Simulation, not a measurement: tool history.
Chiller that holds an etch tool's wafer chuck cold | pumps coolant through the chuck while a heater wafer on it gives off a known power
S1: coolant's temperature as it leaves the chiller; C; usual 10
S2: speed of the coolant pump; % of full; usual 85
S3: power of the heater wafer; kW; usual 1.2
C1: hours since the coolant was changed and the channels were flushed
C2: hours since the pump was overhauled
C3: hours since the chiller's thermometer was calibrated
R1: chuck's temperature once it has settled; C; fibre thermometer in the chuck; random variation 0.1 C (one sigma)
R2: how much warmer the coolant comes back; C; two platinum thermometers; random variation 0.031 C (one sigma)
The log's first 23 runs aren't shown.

| run | hour | S1 | S2 | S3 | C1 | C2 | C3 | R1 | R2 |
|---|---|---|---|---|---|---|---|---|---|
| 24 | 2675.4 | 13 | 85 | 1.43 | 245 | 1159 | 1382 | 24.1 | 3.19 |
| 25 | 2746.6 | 16 | 85 | 1.2 | 316 | 1231 | 1453 | 25.2 | 2.71 |
| 26 | 2894.1 | 1 | 70 | 0.972 | 464 | 1378 | 1601 | 9.6 | 2.68 |
| 27 | 3046.8 | 10 | 96 | 1.2 | 616 | 1531 | 1754 | 18.4 | 2.41 |
| 28 | 3179.4 | 10 | 96 | 1.2 | 749 | 1663 | 1886 | 18.6 | 2.37 |
| 29 | 3334.8 | 10 | 73 | 0.698 | 904 | 1819 | 2042 | 16 | 1.87 |
| 30 | 3452.8 | 10 | 73 | 0.698 | 1022 | 1937 | 2160 | 16.1 | 1.85 |
| 31 | 3538.3 | 10 | 85 | 0.734 | 1108 | 2022 | 2245 | 15.8 | 1.67 |

4 ways to go on from here, each from the tool as it stands after run 31. What would each give?
| A | 3651.8 | 10 | 80 | 1.2 | 1221 | 2136 | 2359 | ? | ? |
| B | 3651.8 | 16 | 85 | 1.142 | 1221 | 2136 | 2359 | ? | ? |
| C | 3651.8 | 15 | 85 | 1.502 | 1221 | 2136 | 2359 | ? | ? |
| D | 3651.8 | 7 | 76 | 1.088 | 1221 | 2136 | 2359 | ? | ? |

| run | R1 | R2 |
|---|---|---|
| A | 19.9 | 2.93 |
| B | 24.9 | 2.57 |
| C | 26.8 | 3.41 |
| D | 16.5 | 2.79 |
Without the tool's hidden state the same runs would have given:
| run | R1 | R2 |
|---|---|---|
| A | 19.9 | 2.93 |
| B | 24.9 | 2.57 |
| C | 26.8 | 3.41 |
| D | 16.5 | 2.78 |

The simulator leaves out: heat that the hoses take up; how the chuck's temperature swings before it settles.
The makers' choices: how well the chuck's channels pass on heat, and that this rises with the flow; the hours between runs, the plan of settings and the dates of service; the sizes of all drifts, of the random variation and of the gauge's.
